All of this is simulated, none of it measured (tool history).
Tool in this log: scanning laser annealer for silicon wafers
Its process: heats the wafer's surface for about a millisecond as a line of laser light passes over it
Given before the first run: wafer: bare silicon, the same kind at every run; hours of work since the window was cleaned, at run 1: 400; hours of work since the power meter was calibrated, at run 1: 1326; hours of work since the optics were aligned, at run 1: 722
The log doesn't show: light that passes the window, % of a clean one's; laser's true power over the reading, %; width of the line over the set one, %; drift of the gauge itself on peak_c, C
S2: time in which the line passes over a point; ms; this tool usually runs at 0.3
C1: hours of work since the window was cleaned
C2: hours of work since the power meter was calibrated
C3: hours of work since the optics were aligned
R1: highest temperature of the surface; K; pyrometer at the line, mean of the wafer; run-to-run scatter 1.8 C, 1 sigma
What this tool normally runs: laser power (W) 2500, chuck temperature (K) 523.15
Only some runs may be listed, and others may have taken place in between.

Run 1, hour 0: usual settings; C1 400; C2 1326; C3 722. Result: R1 1288.15 K.
At hour 34.9: window over the wafer cleaned.
Run 2, hour 89.7: usual settings but S2 0.298 ms; C1 38; C2 1387; C3 783. Result: R1 1304.15 K.
Run 3, hour 165.6: usual settings but S2 0.313 ms; C1 92; C2 1441; C3 837. Result: R1 1324.15 K.
Run 4, hour 217.8: usual settings but S2 0.313 ms; C1 128; C2 1477; C3 873. Result: R1 1320.15 K.
Run 5, hour 277.7: usual settings but chuck temperature (K) 525.15; C1 170; C2 1519; C3 915. Result: R1 1297.15 K.
Run 6, hour 347.5: usual settings but laser power (W) 2443; C1 219; C2 1568; C3 964. Result: R1 1268.15 K.
Run 7, hour 436.3: usual settings but laser power (W) 2148; C1 281; C2 1630; C3 1026. Result: R1 1150.15 K.
Run 8, hour 500.2: usual settings but laser power (W) 2148; C1 326; C2 1675; C3 1071. Result: R1 1145.15 K.
Run 9, hour 565.1: usual settings but laser power (W) 2148; C1 372; C2 1721; C3 1117. Result: R1 1140.15 K.
Run 10, hour 626.3: usual settings; C1 415; C2 1764; C3 1160. Result: R1 1276.15 K.
At hour 641.5: window over the wafer cleaned.
Run 11, hour 693.3: usual settings but laser power (W) 2720; C1 36; C2 1809; C3 1205. Result: R1 1397.15 K.
Run 12, hour 776.7: usual settings but laser power (W) 2568, S2 0.318 ms; C1 95; C2 1868; C3 1264. Result: R1 1351.15 K.
At hour 788.2: optics aligned, line set to its width.
Run 13, hour 829.1: usual settings but laser power (W) 2478, S2 0.214 ms; C1 128; C2 1901; C3 29. Result: R1 1144.15 K.
Run 14, hour 914.4: usual settings but laser power (W) 2694, S2 0.376 ms; C1 188; C2 1961; C3 88. Result: R1 1487.15 K.
Run 15, hour 987.7: usual settings but S2 0.319 ms, chuck temperature (K) 552.15; C1 239; C2 2012; C3 140. Result: R1 1337.15 K.
Run 16, hour 1036.6: usual settings but laser power (W) 2337, S2 0.361 ms, chuck temperature (K) 514.15; C1 273; C2 2046; C3 174. Result: R1 1288.15 K.
At hour 1073.4: optics aligned, line set to its width, once more.
Run 17, hour 1128.8: usual settings but laser power (W) 2704, chuck temperature (K) 522.15; C1 335; C2 2107; C3 39. Result: R1 1372.15 K.
Run 18, hour 1208.5: usual settings but laser power (W) 2704, chuck temperature (K) 522.15; C1 390; C2 2163; C3 95. Result: R1 1368.15 K.
At hour 1257.5: window over the wafer cleaned.
Run 19, hour 1297.5: usual settings but laser power (W) 2704, chuck temperature (K) 522.15; C1 28; C2 2224; C3 156. Result: R1 1396.15 K.
Run 20, hour 1340: usual settings but laser power (W) 2349, S2 0.232 ms, chuck temperature (K) 521.15; C1 58; C2 2254; C3 185. Result: R1 1144.15 K.
Run 21, hour 1390.8: usual settings but laser power (W) 2349, S2 0.232 ms, chuck temperature (K) 521.15; C1 93; C2 2290; C3 221. Result: R1 1138.15 K.
Run 22, hour 1438.9: usual settings but S2 0.337 ms; C1 127; C2 2323; C3 255. Result: R1 1359.15 K.

Hidden state at the last listed run before each entry between runs and at the first one after, where it differs:
Run 1 -> run 2: window over the wafer cleaned (hour 34.9)
  light that passes the window, % of a clean one's: 97.19 -> 99.7; laser's true power over the reading, %: -0.12 -> -0.13; width of the line over the set one, %: 1.47 -> 1.57
  measured minus no-state result, R1: -38 -> -13 K
Run 10 -> run 11: window over the wafer cleaned (hour 641.5)
  light that passes the window, % of a clean one's: 96.99 -> 99.7; laser's true power over the reading, %: -0.21 -> -0.23; width of the line over the set one, %: 2.18 -> 2.26
  measured minus no-state result, R1: -45 -> -19 K
Run 12 -> run 13: optics aligned, line set to its width (hour 788.2)
  light that passes the window, % of a clean one's: 99.24 -> 98.98; laser's true power over the reading, %: -0.24 -> -0.25; width of the line over the set one, %: 2.36 -> 2.68
  measured minus no-state result, R1: -24 -> -23 K
Run 16 -> run 17: optics aligned, line set to its width, once more (hour 1073.4)
  light that passes the window, % of a clean one's: 97.96 -> 97.55; laser's true power over the reading, %: -0.28 -> -0.29; width of the line over the set one, %: 2.92 -> 0.4
  measured minus no-state result, R1: -40 -> -33 K
Run 18 -> run 19: window over the wafer cleaned (hour 1257.5)
  light that passes the window, % of a clean one's: 97.12 -> 99.68; laser's true power over the reading, %: -0.3 -> -0.32; width of the line over the set one, %: 0.5 -> 0.59
  measured minus no-state result, R1: -39 -> -11 K

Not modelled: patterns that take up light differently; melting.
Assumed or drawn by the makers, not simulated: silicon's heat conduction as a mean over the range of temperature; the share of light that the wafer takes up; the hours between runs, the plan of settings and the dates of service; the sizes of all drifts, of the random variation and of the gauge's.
